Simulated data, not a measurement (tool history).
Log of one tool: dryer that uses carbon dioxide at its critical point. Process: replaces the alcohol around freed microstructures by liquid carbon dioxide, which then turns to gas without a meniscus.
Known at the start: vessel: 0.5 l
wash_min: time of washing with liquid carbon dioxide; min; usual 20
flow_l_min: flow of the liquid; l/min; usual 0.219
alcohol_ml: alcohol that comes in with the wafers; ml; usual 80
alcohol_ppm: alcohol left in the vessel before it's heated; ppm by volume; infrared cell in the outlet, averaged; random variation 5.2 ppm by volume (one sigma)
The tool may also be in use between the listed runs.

run,hour,wash_min,flow_l_min,alcohol_ml,alcohol_ppm
1,0.0,20,0.219,80,253
2,21.0,20,0.219,80,256
3,49.1,20,0.219,80,278
4,66.9,20,0.219,80,299
5,101.3,20,0.219,80,326
6,135.6,20,0.219,80,364
7,169.4,13,0.219,80,2231
8,187.2,20,0.245,80,292
9,206.8,20,0.245,80,302
10,236.1,20,0.219,115,551
# hour 250.1: inlet filter changed
11,269.6,22,0.219,61,250
12,289.1,22,0.219,61,255
13,324.5,22,0.219,61,283
14,346.5,22,0.170,61,483
15,371.8,18,0.139,46,1754
16,388.9,18,0.139,48,1918
# hour 413.9: purifier's bed changed
17,420.2,13,0.219,28,629
18,446.9,12,0.174,42,3192
19,476.8,12,0.208,70,2981
20,509.5,27,0.231,57,47

3 ways to go on from here, each from the tool as it stands after run 20. What would each give?
A,538.4,27,0.332,57,?
B,538.4,24,0.313,51,?
C,538.4,25,0.231,30,?

run,alcohol_ppm
A,44
B,47
C,63
Without the tool's hidden state the same runs would have given:
run,alcohol_ppm
A,5
B,7
C,17
